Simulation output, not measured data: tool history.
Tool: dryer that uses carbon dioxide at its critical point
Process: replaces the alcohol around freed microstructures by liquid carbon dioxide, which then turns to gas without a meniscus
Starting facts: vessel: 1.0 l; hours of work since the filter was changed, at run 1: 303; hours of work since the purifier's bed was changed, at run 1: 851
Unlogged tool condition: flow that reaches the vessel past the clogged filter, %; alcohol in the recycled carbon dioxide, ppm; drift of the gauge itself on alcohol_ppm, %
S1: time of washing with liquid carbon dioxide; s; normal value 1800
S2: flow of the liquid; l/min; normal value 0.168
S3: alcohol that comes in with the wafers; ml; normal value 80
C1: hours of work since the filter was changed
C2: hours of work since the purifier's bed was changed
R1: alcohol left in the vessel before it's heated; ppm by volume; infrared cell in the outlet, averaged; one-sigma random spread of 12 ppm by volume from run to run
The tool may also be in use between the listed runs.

run,hour,S1,S2,S3,C1,C2,R1
1,0.0,1800,0.168,80,303,851,1097
2,21.8,1800,0.168,80,320,868,1126
3,67.1,1800,0.168,80,355,903,1181
# hour 74.6: inlet filter changed
4,93.4,1500,0.168,80,15,922,1801
5,129.0,1500,0.168,80,42,950,1794
6,176.6,1800,0.134,80,79,986,2318
7,207.8,1800,0.185,80,103,1011,679
8,251.6,1800,0.185,80,136,1044,707
9,279.8,1800,0.168,45,158,1066,671
10,322.0,1800,0.168,21,191,1099,419
11,349.4,1800,0.168,21,212,1120,433
12,385.7,1800,0.168,80,240,1148,1180
13,410.4,1800,0.168,80,259,1167,1219
14,460.6,1800,0.168,33,298,1206,627
15,506.7,1800,0.168,33,333,1241,645
# hour 542.4: inlet filter changed
16,559.7,1800,0.168,80,13,1281,921
# hour 574.8: purifier's bed changed
17,587.5,1800,0.168,42,32,10,376
18,615.2,1800,0.168,42,54,31,415
19,648.5,1200,0.168,80,79,57,3689
20,686.5,1200,0.168,80,109,86,3779
21,734.3,1200,0.168,80,146,123,3863
22,784.3,1800,0.159,80,184,161,1151
23,809.0,1800,0.159,80,203,181,1147
24,858.8,2520,0.235,34,242,219,37
25,901.4,2520,0.235,34,274,252,50
26,952.3,1800,0.168,82,314,291,1119
27,985.3,1800,0.168,24,339,316,370
# hour 1013.2: inlet filter changed
28,1013.2,1800,0.153,57,0,337,845
29,1052.0,1800,0.153,57,30,367,884
30,1073.4,1860,0.145,66,46,384,1129
31,1118.1,1860,0.145,66,81,418,1181
32,1160.4,2700,0.145,65,113,451,252
33,1205.2,1380,0.153,63,148,485,2796
34,1256.3,1380,0.153,63,187,525,2856
35,1300.0,1380,0.153,63,221,558,2915
36,1342.4,2160,0.168,30,254,591,244
37,1375.4,1200,0.168,80,279,616,4356
38,1402.5,2760,0.280,49,300,637,94
39,1432.5,2760,0.195,115,323,661,155
40,1465.9,1500,0.156,80,349,686,3120
# hour 1480.5: inlet filter changed
41,1512.9,1500,0.156,80,25,722,2299
42,1561.1,1500,0.242,80,62,759,391
43,1599.7,1500,0.242,80,92,789,428
44,1624.6,2160,0.172,22,111,808,203
45,1674.3,2160,0.172,22,149,846,219
46,1720.2,2160,0.172,116,185,882,592

Measured minus without-hidden-state, run by run (identical run-to-run variation in each term; gauge scatter may differ):
run,R1
1,+398
2,+424
3,+475
4,+246
5,+286
6,+404
7,+249
8,+281
9,+271
10,+222
11,+234
12,+466
13,+498
14,+332
15,+356
16,+204
17,+16
18,+31
19,+231
20,+329
21,+444
22,+236
23,+254
24,+36
25,+41
26,+374
27,+154
28,+67
29,+98
30,+127
31,+171
32,+99
33,+429
34,+520
35,+603
36,+136
37,+994
38,+94
39,+124
40,+967
41,+189
42,+140
43,+163
44,+135
45,+145
46,+245
